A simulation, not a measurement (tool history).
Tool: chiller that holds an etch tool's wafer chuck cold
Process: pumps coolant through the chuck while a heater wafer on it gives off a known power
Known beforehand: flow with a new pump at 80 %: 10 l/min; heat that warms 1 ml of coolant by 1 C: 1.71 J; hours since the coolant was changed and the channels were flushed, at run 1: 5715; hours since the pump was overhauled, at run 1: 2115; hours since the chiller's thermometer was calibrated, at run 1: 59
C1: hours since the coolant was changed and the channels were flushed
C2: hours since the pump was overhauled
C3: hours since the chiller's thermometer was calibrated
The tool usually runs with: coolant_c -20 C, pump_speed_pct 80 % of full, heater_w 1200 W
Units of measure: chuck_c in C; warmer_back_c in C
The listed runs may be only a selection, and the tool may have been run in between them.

run 1 hour=0.0 | coolant_c=-20 pump_speed_pct=80 heater_w=1200 | C1=5715 C2=2115 C3=59 | chuck_c=-10.9 warmer_back_c=4.18
-- hour=13.5 coolant changed, channels flushed
run 2 hour=69.2 | coolant_c=-20 pump_speed_pct=80 heater_w=1200 | C1=56 C2=2178 C3=122 | chuck_c=-11.1 warmer_back_c=4.17
run 3 hour=129.0 | coolant_c=-20 pump_speed_pct=80 heater_w=1200 | C1=115 C2=2238 C3=182 | chuck_c=-10.8 warmer_back_c=4.26
run 4 hour=195.9 | coolant_c=-20 pump_speed_pct=78 heater_w=1200 | C1=182 C2=2305 C3=249 | chuck_c=-10.6 warmer_back_c=4.27
run 5 hour=271.1 | coolant_c=-20 pump_speed_pct=78 heater_w=1200 | C1=258 C2=2380 C3=324 | chuck_c=-10.9 warmer_back_c=4.27
run 6 hour=326.0 | coolant_c=-20 pump_speed_pct=78 heater_w=1200 | C1=312 C2=2435 C3=379 | chuck_c=-10.8 warmer_back_c=4.24
run 7 hour=363.3 | coolant_c=-20 pump_speed_pct=78 heater_w=1200 | C1=350 C2=2472 C3=416 | chuck_c=-10.9 warmer_back_c=4.28
run 8 hour=396.9 | coolant_c=-20 pump_speed_pct=80 heater_w=1200 | C1=383 C2=2506 C3=450 | chuck_c=-11.0 warmer_back_c=4.13
run 9 hour=454.0 | coolant_c=-20 pump_speed_pct=80 heater_w=1200 | C1=440 C2=2563 C3=507 | chuck_c=-11.1 warmer_back_c=4.08
run 10 hour=492.1 | coolant_c=-20 pump_speed_pct=80 heater_w=1200 | C1=479 C2=2601 C3=545 | chuck_c=-11.0 warmer_back_c=4.09
run 11 hour=541.6 | coolant_c=-20 pump_speed_pct=80 heater_w=1200 | C1=528 C2=2651 C3=594 | chuck_c=-11.2 warmer_back_c=4.09
run 12 hour=582.9 | coolant_c=-20 pump_speed_pct=80 heater_w=1200 | C1=569 C2=2692 C3=636 | chuck_c=-11.0 warmer_back_c=4.12
run 13 hour=656.5 | coolant_c=-20 pump_speed_pct=80 heater_w=1171 | C1=643 C2=2766 C3=709 | chuck_c=-11.4 warmer_back_c=3.99
run 14 hour=694.7 | coolant_c=-20 pump_speed_pct=80 heater_w=1200 | C1=681 C2=2804 C3=748 | chuck_c=-10.8 warmer_back_c=4.09
run 15 hour=766.6 | coolant_c=-20 pump_speed_pct=80 heater_w=1200 | C1=753 C2=2876 C3=819 | chuck_c=-11.0 warmer_back_c=4.04
run 16 hour=835.5 | coolant_c=-20 pump_speed_pct=80 heater_w=1200 | C1=822 C2=2945 C3=888 | chuck_c=-10.9 warmer_back_c=4.06
run 17 hour=870.6 | coolant_c=-29 pump_speed_pct=66 heater_w=623 | C1=857 C2=2980 C3=923 | chuck_c=-23.7 warmer_back_c=2.50
run 18 hour=919.5 | coolant_c=-25 pump_speed_pct=65 heater_w=1200 | C1=906 C2=3029 C3=972 | chuck_c=-14.6 warmer_back_c=5.06
run 19 hour=975.2 | coolant_c=-25 pump_speed_pct=65 heater_w=1200 | C1=962 C2=3084 C3=1028 | chuck_c=-14.5 warmer_back_c=5.08
run 20 hour=1048.8 | coolant_c=-25 pump_speed_pct=65 heater_w=1200 | C1=1035 C2=3158 C3=1102 | chuck_c=-14.3 warmer_back_c=5.03
run 21 hour=1094.0 | coolant_c=-17 pump_speed_pct=84 heater_w=657 | C1=1081 C2=3203 C3=1147 | chuck_c=-12.2 warmer_back_c=2.00
run 22 hour=1143.8 | coolant_c=-13 pump_speed_pct=98 heater_w=1446 | C1=1130 C2=3253 C3=1197 | chuck_c=-3.5 warmer_back_c=3.84
run 23 hour=1177.7 | coolant_c=-19 pump_speed_pct=67 heater_w=785 | C1=1164 C2=3287 C3=1231 | chuck_c=-12.3 warmer_back_c=3.10
run 24 hour=1218.3 | coolant_c=-19 pump_speed_pct=71 heater_w=785 | C1=1205 C2=3327 C3=1271 | chuck_c=-12.5 warmer_back_c=2.90
run 25 hour=1269.8 | coolant_c=-13 pump_speed_pct=91 heater_w=957 | C1=1256 C2=3379 C3=1323 | chuck_c=-6.5 warmer_back_c=2.67
run 26 hour=1329.0 | coolant_c=-23 pump_speed_pct=91 heater_w=750 | C1=1315 C2=3438 C3=1382 | chuck_c=-18.0 warmer_back_c=2.06
run 27 hour=1399.7 | coolant_c=-14 pump_speed_pct=87 heater_w=662 | C1=1386 C2=3509 C3=1453 | chuck_c=-9.3 warmer_back_c=1.81
run 28 hour=1472.0 | coolant_c=-14 pump_speed_pct=87 heater_w=662 | C1=1458 C2=3581 C3=1525 | chuck_c=-9.5 warmer_back_c=1.88
run 29 hour=1545.7 | coolant_c=-14 pump_speed_pct=87 heater_w=662 | C1=1532 C2=3655 C3=1599 | chuck_c=-9.4 warmer_back_c=1.85
run 30 hour=1601.4 | coolant_c=-14 pump_speed_pct=87 heater_w=662 | C1=1588 C2=3710 C3=1654 | chuck_c=-9.4 warmer_back_c=1.80
run 31 hour=1659.6 | coolant_c=-27 pump_speed_pct=87 heater_w=790 | C1=1646 C2=3769 C3=1712 | chuck_c=-21.3 warmer_back_c=2.21
run 32 hour=1714.4 | coolant_c=-27 pump_speed_pct=87 heater_w=790 | C1=1701 C2=3823 C3=1767 | chuck_c=-21.3 warmer_back_c=2.18

Below are 4 alternative next runs, each starting from the tool's condition after run 32. Predict each:
run A hour=1748.3 | coolant_c=-26 pump_speed_pct=99 heater_w=636 | C1=1735 C2=3857 C3=1801 | chuck_c=? warmer_back_c=?
run B hour=1748.3 | coolant_c=-15 pump_speed_pct=74 heater_w=1200 | C1=1735 C2=3857 C3=1801 | chuck_c=? warmer_back_c=?
run C hour=1748.3 | coolant_c=-15 pump_speed_pct=67 heater_w=1200 | C1=1735 C2=3857 C3=1801 | chuck_c=? warmer_back_c=?
run D hour=1748.3 | coolant_c=-18 pump_speed_pct=66 heater_w=1291 | C1=1735 C2=3857 C3=1801 | chuck_c=? warmer_back_c=?

run=A chuck_c=-21.9 warmer_back_c=1.41
run=B chuck_c=-5.5 warmer_back_c=4.25
run=C chuck_c=-4.6 warmer_back_c=4.73
run=D chuck_c=-7.0 warmer_back_c=5.21
With the hidden condition removed and each run's random variation left untouched, the same runs would have given:
run=A chuck_c=-21.9 warmer_back_c=1.76
run=B chuck_c=-5.5 warmer_back_c=4.59
run=C chuck_c=-4.6 warmer_back_c=5.07
run=D chuck_c=-7.0 warmer_back_c=5.55
